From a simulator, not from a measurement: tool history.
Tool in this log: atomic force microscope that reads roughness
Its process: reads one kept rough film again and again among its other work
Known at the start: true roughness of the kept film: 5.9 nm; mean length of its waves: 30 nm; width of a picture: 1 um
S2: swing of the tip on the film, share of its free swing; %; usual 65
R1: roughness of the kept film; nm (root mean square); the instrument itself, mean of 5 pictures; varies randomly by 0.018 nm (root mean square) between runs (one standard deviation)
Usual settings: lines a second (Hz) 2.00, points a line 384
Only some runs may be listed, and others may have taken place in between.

run 1 day=0.000 | lines_a_second_(Hz)=2.00 S2=65 points_a_line=384 | R1=3.532
-- day=1.083 new tip fitted
run 2 day=1.338 | lines_a_second_(Hz)=2.00 S2=65 points_a_line=384 | R1=4.394
run 3 day=3.329 | lines_a_second_(Hz)=2.00 S2=65 points_a_line=384 | R1=3.820
run 4 day=5.067 | lines_a_second_(Hz)=2.00 S2=65 points_a_line=384 | R1=3.448
-- day=5.588 new tip fitted
run 5 day=6.812 | lines_a_second_(Hz)=1.36 S2=65 points_a_line=384 | R1=4.110
run 6 day=8.462 | lines_a_second_(Hz)=1.36 S2=65 points_a_line=384 | R1=3.744
run 7 day=9.542 | lines_a_second_(Hz)=1.36 S2=65 points_a_line=384 | R1=3.494
-- day=10.067 new tip fitted
run 8 day=11.992 | lines_a_second_(Hz)=1.36 S2=65 points_a_line=384 | R1=4.090
run 9 day=13.938 | lines_a_second_(Hz)=1.36 S2=65 points_a_line=384 | R1=3.644
-- day=14.579 new tip fitted
run 10 day=16.071 | lines_a_second_(Hz)=1.36 S2=65 points_a_line=384 | R1=4.100
run 11 day=18.112 | lines_a_second_(Hz)=2.00 S2=65 points_a_line=384 | R1=3.471
-- day=19.112 new tip fitted
run 12 day=19.442 | lines_a_second_(Hz)=2.00 S2=65 points_a_line=384 | R1=4.357
run 13 day=21.583 | lines_a_second_(Hz)=2.00 S2=65 points_a_line=384 | R1=3.792
run 14 day=22.817 | lines_a_second_(Hz)=0.70 S2=65 points_a_line=329 | R1=3.726
-- day=23.675 new tip fitted
run 15 day=25.233 | lines_a_second_(Hz)=0.70 S2=65 points_a_line=329 | R1=4.314
run 16 day=27.433 | lines_a_second_(Hz)=3.80 S2=76 points_a_line=991 | R1=2.890
-- day=28.038 new tip fitted
run 17 day=29.475 | lines_a_second_(Hz)=3.80 S2=61 points_a_line=991 | R1=3.933
run 18 day=31.383 | lines_a_second_(Hz)=3.80 S2=61 points_a_line=991 | R1=3.467
-- day=32.550 new tip fitted
run 19 day=33.504 | lines_a_second_(Hz)=3.80 S2=61 points_a_line=991 | R1=3.944
run 20 day=35.938 | lines_a_second_(Hz)=3.80 S2=73 points_a_line=991 | R1=2.997
-- day=36.921 new tip fitted
run 21 day=38.179 | lines_a_second_(Hz)=3.80 S2=84 points_a_line=781 | R1=2.942
run 22 day=39.917 | lines_a_second_(Hz)=1.73 S2=84 points_a_line=742 | R1=3.239
run 23 day=41.038 | lines_a_second_(Hz)=1.25 S2=67 points_a_line=801 | R1=3.517
-- day=41.379 new tip fitted
run 24 day=42.917 | lines_a_second_(Hz)=1.25 S2=67 points_a_line=801 | R1=4.149
run 25 day=45.338 | lines_a_second_(Hz)=1.25 S2=67 points_a_line=801 | R1=3.599

Each row is a separate what-if for the run after 25, all from the same tool condition, not one after another. Results?
-- day=45.817 new tip fitted
run A day=47.642 | lines_a_second_(Hz)=2.17 S2=83 points_a_line=1019 | R1=?
-- day=45.817 new tip fitted
run B day=47.642 | lines_a_second_(Hz)=2.00 S2=82 points_a_line=384 | R1=?
-- day=45.817 new tip fitted
run C day=47.642 | lines_a_second_(Hz)=1.25 S2=56 points_a_line=801 | R1=?

run=A R1=3.382
run=B R1=3.481
run=C R1=4.217
With no hidden state in the tool, these same runs would have given:
run=A R1=3.860
run=B R1=3.972
run=C R1=4.812
